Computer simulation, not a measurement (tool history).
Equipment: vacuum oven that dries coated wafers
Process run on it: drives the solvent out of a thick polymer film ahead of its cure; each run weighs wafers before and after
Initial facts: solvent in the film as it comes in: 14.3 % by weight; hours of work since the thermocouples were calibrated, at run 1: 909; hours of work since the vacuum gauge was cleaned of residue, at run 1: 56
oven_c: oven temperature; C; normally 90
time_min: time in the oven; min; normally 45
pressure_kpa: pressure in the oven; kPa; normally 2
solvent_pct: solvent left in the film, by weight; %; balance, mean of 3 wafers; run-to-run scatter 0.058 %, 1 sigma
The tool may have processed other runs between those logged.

run	day	oven_c	time_min	pressure_kpa	hours of work since the thermocouples were calibrated	hours of work since the vacuum gauge was cleaned of residue	solvent_pct
1	0	90	45	2	909	56	2.84
2	1.504	90	45	2	929	76	2.84
3	2.204	90	45	2.44	939	86	3.15
4	2.954	90	45	2.44	950	97	3.28
5	4.408	90	45	2.44	970	117	3.25
6	5.521	90	45	2	985	132	2.82
7	6.517	90	45	2	999	146	2.8
8	7.4	99	45	2	1011	158	1.47
9	8.412	99	45	2	1025	172	1.36
10	9.517	99	45	2	1041	188	1.47
11	10.308	90	45	2	1052	199	2.76
12	11.104	90	67	2	1063	210	2.13
13	11.862	90	67	2	1073	220	2.15
14	13.154	90	45	2.79	1091	238	3.45
# day 14.508: oven's thermocouples calibrated
15	14.567	90	45	2.79	1	256	3.8
16	16.092	90	45	1.91	22	278	3.08
17	16.862	90	45	1.91	33	288	3.05
18	18.046	90	64	1.91	49	305	2.36
19	19.038	90	64	1.91	63	318	2.38
20	20.138	90	35	1.91	78	334	3.73
21	21.233	90	35	1.91	93	349	3.74
22	22.629	90	45	2	113	368	3.19
23	23.762	90	45	2	128	384	3.04
24	24.6	75	45	2	140	396	7.76
25	25.346	90	32	1.84	150	406	3.99
26	26.8	90	32	1.84	170	426	3.96
27	28.333	90	32	2.01	192	447	4.22
28	29.188	79	27	1.55	204	459	7.69
29	30.512	79	34	1.55	222	478	7.11
30	31.258	90	65	1.6	232	488	1.96
31	32.592	90	65	1.6	251	506	1.97
32	33.721	90	45	3.18	266	522	4.01
33	35.233	90	45	3.18	287	543	4.07
34	36.175	101	45	2.49	300	556	1.65
35	37.196	90	77	2	315	570	2.24
36	38.521	90	77	2	333	589	2.17
37	39.583	92	45	6.33	348	603	5.86
38	41.125	90	45	2.58	369	625	3.62
39	42.671	90	31	3.28	391	646	5.05
40	43.312	92	29	1.16	399	655	3.18
41	44.638	96	22	4.93	418	673	5.27
42	45.767	99	36	4.93	433	689	3.61
43	46.825	97	45	4.56	448	704	3.5
44	48.042	97	45	4.5	465	721	3.49
45	49.417	97	45	4.5	484	740	3.4
46	50.575	101	76	2	500	756	1.35
47	52.142	90	49	2	522	778	2.85
48	53.079	92	38	2.29	535	790	3.34

Branching from run 48: 3 alternative next runs. What would each branch give?
A	53.933	97	70	1.01	547	802	?
B	53.933	90	45	1.44	547	802	?
C	53.933	93	45	2	547	802	?

run	solvent_pct
A	0.85
B	2.65
C	2.38
Stripped of hidden state, with their random variation kept, the same runs would have yielded:
run	solvent_pct
A	0.66
B	2.58
C	2.29
